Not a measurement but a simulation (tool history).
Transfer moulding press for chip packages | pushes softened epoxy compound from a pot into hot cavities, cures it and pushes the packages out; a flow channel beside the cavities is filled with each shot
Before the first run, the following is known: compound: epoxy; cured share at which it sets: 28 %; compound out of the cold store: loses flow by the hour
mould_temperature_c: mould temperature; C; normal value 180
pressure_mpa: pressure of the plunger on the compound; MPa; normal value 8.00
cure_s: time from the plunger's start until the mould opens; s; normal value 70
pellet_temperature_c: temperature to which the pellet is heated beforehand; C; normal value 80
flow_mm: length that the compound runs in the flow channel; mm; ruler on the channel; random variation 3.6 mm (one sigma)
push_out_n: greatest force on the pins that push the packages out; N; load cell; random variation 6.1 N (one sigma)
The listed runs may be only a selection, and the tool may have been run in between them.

run   hour  mould_temperature_c  pressure_mpa  cure_s  pellet_temperature_c  incoming compound's hours out of the cold store  flow_mm  push_out_n
  1    0.0                  180          8.00      70                    80                                             38.5      556         305
  2   16.0                  180          6.79      70                    80                                             22.7      576         335
  3   31.9                  180          8.00      70                    74                                             33.0      577         364
      40.2  -- cavities cleaned with cleaning compound and waxed
  4   53.5                  180          8.00      56                    80                                             36.2      558         466
  5   71.4                  180          8.00      56                    80                                             28.5      592         549
  6   84.2                  180          8.00      70                    87                                             41.3      529         336
     106.3  -- cavities cleaned with cleaning compound and waxed
  7  108.1                  180          8.00      70                    80                                             25.8      598         253
     111.6  -- mould's thermocouples calibrated
  8  128.0                  180          8.00      70                    80                                             20.6      624         303
     150.2  -- plunger's sealing rings changed
  9  157.1                  180          8.00      70                    80                                             26.0      649         369
     177.1  -- cavities cleaned with cleaning compound and waxed
 10  182.8                  180          8.00      70                    80                                             21.9      662         267
     201.6  -- mould's thermocouples calibrated, once more
 11  203.3                  180          8.00      70                    80                                             39.0      577         294
 12  215.3                  180          8.00      70                    80                                             11.5      707         350
 13  227.1                  180          8.00      70                    80                                             20.0      665         362
     244.6  -- cavities cleaned with cleaning compound and waxed
 14  250.6                  181          6.68      70                    72                                             20.8      599         262
 15  268.2                  182          6.06      80                    87                                             20.7      571         248
 16  287.4                  182          6.06      80                    87                                             18.8      568         271
     309.5  -- cavities cleaned with cleaning compound and waxed
 17  313.6                  173          9.99      80                    79                                             22.1      743         326
 18  328.9                  180          8.00      52                    75                                             32.9      595         573
 19  342.0                  180          8.00      52                    75                                             12.2      699         710
 20  355.0                  180          8.00      52                    75                                             45.5      545         677
     376.0  -- cavities cleaned with cleaning compound and waxed
 21  378.6                  180          6.15      65                    80                                             46.8      468         273
 22  401.5                  179          9.92      50                    88                                              8.7      788         809
 23  422.0                  179          9.92      50                    88                                             36.5      638         792
     442.2  -- cavities cleaned with cleaning compound and waxed
 24  442.6                  172          9.92      50                    88                                             28.1      706         778
 25  458.0                  180          7.02      70                    89                                             10.3      655         295

How would selected steps in flow_mm from run to run divide? Give the signed amount a tool lacking its hidden state would still show from settings, what came in and random variation, and the signed amount left for the hidden state, including any gauge scatter that is not in both of the compared results.
Hidden state present: true mould temperature over the reading, C; pressure that reaches the compound, % of what is set; grip of the stained cavities, % over clean ones'; drift of the gauge itself on flow_mm, %; drift of the gauge itself on push_out_n, %.
Run 8 -> 9: plunger's sealing rings changed. flow_mm +25 mm: hidden state +46, all else -21.
Run 16 -> 17: mould_temperature_c 182 -> 173, pressure_mpa 6.06 -> 9.99, pellet_temperature_c 87 -> 79, cavities cleaned with cleaning compound and waxed. flow_mm +175 mm: hidden state -5, all else +180.
Run 21 -> 22: mould_temperature_c 180 -> 179, pressure_mpa 6.15 -> 9.92, cure_s 65 -> 50, pellet_temperature_c 80 -> 88. flow_mm +320 mm: hidden state -12, all else +332.
